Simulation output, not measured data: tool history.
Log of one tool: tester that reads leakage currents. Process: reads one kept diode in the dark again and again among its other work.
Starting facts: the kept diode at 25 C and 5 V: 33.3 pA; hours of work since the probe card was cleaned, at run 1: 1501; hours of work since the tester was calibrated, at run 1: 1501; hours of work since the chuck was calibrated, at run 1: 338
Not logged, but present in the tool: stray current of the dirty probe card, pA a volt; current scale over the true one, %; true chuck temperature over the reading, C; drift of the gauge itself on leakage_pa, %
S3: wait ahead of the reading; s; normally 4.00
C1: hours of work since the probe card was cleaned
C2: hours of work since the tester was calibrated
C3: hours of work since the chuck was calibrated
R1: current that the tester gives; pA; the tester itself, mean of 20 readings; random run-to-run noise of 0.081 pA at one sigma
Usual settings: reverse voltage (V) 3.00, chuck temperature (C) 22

{"run": 1, "hour": 0.0, "reverse voltage (V)": 3.0, "chuck temperature (C)": 22, "S3": 4.0, "C1": 1501, "C2": 1501, "C3": 338, "R1": 20.98}
{"run": 2, "hour": 62.6, "reverse voltage (V)": 3.0, "chuck temperature (C)": 22, "S3": 4.0, "C1": 1541, "C2": 1541, "C3": 378, "R1": 20.82}
{"run": 3, "hour": 118.8, "reverse voltage (V)": 9.35, "chuck temperature (C)": 22, "S3": 4.0, "C1": 1578, "C2": 1578, "C3": 414, "R1": 34.88}
{"run": 4, "hour": 156.8, "reverse voltage (V)": 9.35, "chuck temperature (C)": 22, "S3": 4.0, "C1": 1602, "C2": 1602, "C3": 439, "R1": 34.73}
{"run": 5, "hour": 208.3, "reverse voltage (V)": 9.35, "chuck temperature (C)": 22, "S3": 4.0, "C1": 1635, "C2": 1635, "C3": 472, "R1": 34.99}
{"run": 6, "hour": 281.7, "reverse voltage (V)": 9.35, "chuck temperature (C)": 22, "S3": 4.0, "C1": 1682, "C2": 1682, "C3": 519, "R1": 34.98}
{"run": 7, "hour": 352.7, "reverse voltage (V)": 3.0, "chuck temperature (C)": 22, "S3": 4.0, "C1": 1728, "C2": 1728, "C3": 565, "R1": 21.08}
{"run": 8, "hour": 389.2, "reverse voltage (V)": 3.0, "chuck temperature (C)": 22, "S3": 4.0, "C1": 1751, "C2": 1751, "C3": 588, "R1": 21.12}
{"run": 9, "hour": 446.4, "reverse voltage (V)": 3.0, "chuck temperature (C)": 22, "S3": 4.0, "C1": 1788, "C2": 1788, "C3": 625, "R1": 21.06}
{"run": 10, "hour": 498.2, "reverse voltage (V)": 3.0, "chuck temperature (C)": 22, "S3": 4.0, "C1": 1821, "C2": 1821, "C3": 658, "R1": 21.04}
{"run": 11, "hour": 531.7, "reverse voltage (V)": 3.0, "chuck temperature (C)": 22, "S3": 4.0, "C1": 1843, "C2": 1843, "C3": 680, "R1": 21.1}
{"run": 12, "hour": 595.7, "reverse voltage (V)": 3.0, "chuck temperature (C)": 22, "S3": 4.0, "C1": 1884, "C2": 1884, "C3": 721, "R1": 21.01}
{"run": 13, "hour": 637.1, "reverse voltage (V)": 3.0, "chuck temperature (C)": 22, "S3": 4.0, "C1": 1911, "C2": 1911, "C3": 748, "R1": 21.02}
{"run": 14, "hour": 707.7, "reverse voltage (V)": 3.0, "chuck temperature (C)": 22, "S3": 4.0, "C1": 1956, "C2": 1956, "C3": 793, "R1": 21.07}
{"run": 15, "hour": 781.3, "reverse voltage (V)": 3.11, "chuck temperature (C)": 22, "S3": 4.0, "C1": 2004, "C2": 2004, "C3": 840, "R1": 21.38}
{"run": 16, "hour": 857.8, "reverse voltage (V)": 3.0, "chuck temperature (C)": 22, "S3": 7.08, "C1": 2053, "C2": 2053, "C3": 889, "R1": 20.81}
{"run": 17, "hour": 936.4, "reverse voltage (V)": 3.0, "chuck temperature (C)": 22, "S3": 4.0, "C1": 2103, "C2": 2103, "C3": 940, "R1": 21.01}
{"run": 18, "hour": 970.7, "reverse voltage (V)": 2.09, "chuck temperature (C)": 22, "S3": 4.0, "C1": 2125, "C2": 2125, "C3": 962, "R1": 17.89}
{"run": 19, "hour": 1023.9, "reverse voltage (V)": 2.09, "chuck temperature (C)": 22, "S3": 4.0, "C1": 2160, "C2": 2160, "C3": 996, "R1": 17.83}
{"run": 20, "hour": 1075.4, "reverse voltage (V)": 2.09, "chuck temperature (C)": 22, "S3": 4.0, "C1": 2193, "C2": 2193, "C3": 1029, "R1": 18.11}
{"run": 21, "hour": 1140.0, "reverse voltage (V)": 2.09, "chuck temperature (C)": 22, "S3": 4.0, "C1": 2234, "C2": 2234, "C3": 1071, "R1": 17.94}
{"run": 22, "hour": 1176.2, "reverse voltage (V)": 19.78, "chuck temperature (C)": 31, "S3": 1.4, "C1": 2257, "C2": 2257, "C3": 1094, "R1": 102.11}
{"run": 23, "hour": 1215.3, "reverse voltage (V)": 3.05, "chuck temperature (C)": 48, "S3": 6.73, "C1": 2283, "C2": 2283, "C3": 1119, "R1": 154.07}
{"run": 24, "hour": 1289.5, "reverse voltage (V)": 2.23, "chuck temperature (C)": 40, "S3": 0.36, "C1": 2330, "C2": 2330, "C3": 1167, "R1": 76.57}
{"hour": 1324.3, "done": "probe card cleaned and baked"}
{"run": 25, "hour": 1343.9, "reverse voltage (V)": 3.75, "chuck temperature (C)": 29, "S3": 0.4, "C1": 13, "C2": 2363, "C3": 1200, "R1": 42.5}
{"hour": 1360.6, "done": "tester calibrated"}
{"run": 26, "hour": 1382.9, "reverse voltage (V)": 3.0, "chuck temperature (C)": 22, "S3": 5.53, "C1": 36, "C2": 14, "C3": 1224, "R1": 21.22}
{"run": 27, "hour": 1426.0, "reverse voltage (V)": 3.0, "chuck temperature (C)": 22, "S3": 5.53, "C1": 64, "C2": 42, "C3": 1252, "R1": 20.95}
{"run": 28, "hour": 1501.9, "reverse voltage (V)": 2.42, "chuck temperature (C)": 45, "S3": 0.64, "C1": 113, "C2": 91, "C3": 1300, "R1": 113.04}
{"run": 29, "hour": 1553.6, "reverse voltage (V)": 2.42, "chuck temperature (C)": 45, "S3": 0.64, "C1": 146, "C2": 124, "C3": 1334, "R1": 112.94}
{"run": 30, "hour": 1621.2, "reverse voltage (V)": 18.06, "chuck temperature (C)": 37, "S3": 1.42, "C1": 190, "C2": 168, "C3": 1377, "R1": 152.73}
{"run": 31, "hour": 1662.5, "reverse voltage (V)": 1.35, "chuck temperature (C)": 30, "S3": 2.65, "C1": 216, "C2": 194, "C3": 1404, "R1": 28.24}
{"run": 32, "hour": 1742.3, "reverse voltage (V)": 1.35, "chuck temperature (C)": 30, "S3": 2.65, "C1": 268, "C2": 245, "C3": 1455, "R1": 28.31}
{"run": 33, "hour": 1788.7, "reverse voltage (V)": 1.35, "chuck temperature (C)": 30, "S3": 2.65, "C1": 297, "C2": 275, "C3": 1485, "R1": 28.13}
{"run": 34, "hour": 1835.6, "reverse voltage (V)": 1.35, "chuck temperature (C)": 30, "S3": 2.65, "C1": 327, "C2": 305, "C3": 1515, "R1": 28.2}
{"run": 35, "hour": 1913.8, "reverse voltage (V)": 2.2, "chuck temperature (C)": 22, "S3": 0.84, "C1": 378, "C2": 356, "C3": 1565, "R1": 18.82}
{"run": 36, "hour": 1963.6, "reverse voltage (V)": 2.2, "chuck temperature (C)": 22, "S3": 0.84, "C1": 410, "C2": 388, "C3": 1597, "R1": 18.74}
{"run": 37, "hour": 2001.0, "reverse voltage (V)": 6.51, "chuck temperature (C)": 22, "S3": 0.84, "C1": 434, "C2": 412, "C3": 1621, "R1": 30.94}
{"run": 38, "hour": 2078.3, "reverse voltage (V)": 6.51, "chuck temperature (C)": 22, "S3": 0.84, "C1": 484, "C2": 462, "C3": 1671, "R1": 31.27}
{"run": 39, "hour": 2151.5, "reverse voltage (V)": 3.0, "chuck temperature (C)": 52, "S3": 0.81, "C1": 531, "C2": 509, "C3": 1718, "R1": 202.35}
{"hour": 2178.8, "done": "chuck's temperature calibrated"}
{"run": 40, "hour": 2192.2, "reverse voltage (V)": 5.44, "chuck temperature (C)": 39, "S3": 1.89, "C1": 555, "C2": 533, "C3": 9, "R1": 103.77}

Take each entry between the runs: how does the hidden state at the last listed run before it differ from the hidden state at the first listed run after it?
Run 24 -> run 25: probe card cleaned and baked (hour 1324.3)
  stray current of the dirty probe card, pA a volt: 0.025 -> 0.02
  difference, measured minus the result without the unlogged condition, R1: +0.02 -> +0.01 pA
Run 25 -> run 26: tester calibrated (hour 1360.6)
  nothing in the hidden state changes from one run to the other
  difference, measured minus the result without the unlogged condition, R1: +0.01 -> +0.01 pA
Run 39 -> run 40: chuck's temperature calibrated (hour 2178.8)
  nothing in the hidden state changes from one run to the other
  difference, measured minus the result without the unlogged condition, R1: +0.07 -> +0.00 pA

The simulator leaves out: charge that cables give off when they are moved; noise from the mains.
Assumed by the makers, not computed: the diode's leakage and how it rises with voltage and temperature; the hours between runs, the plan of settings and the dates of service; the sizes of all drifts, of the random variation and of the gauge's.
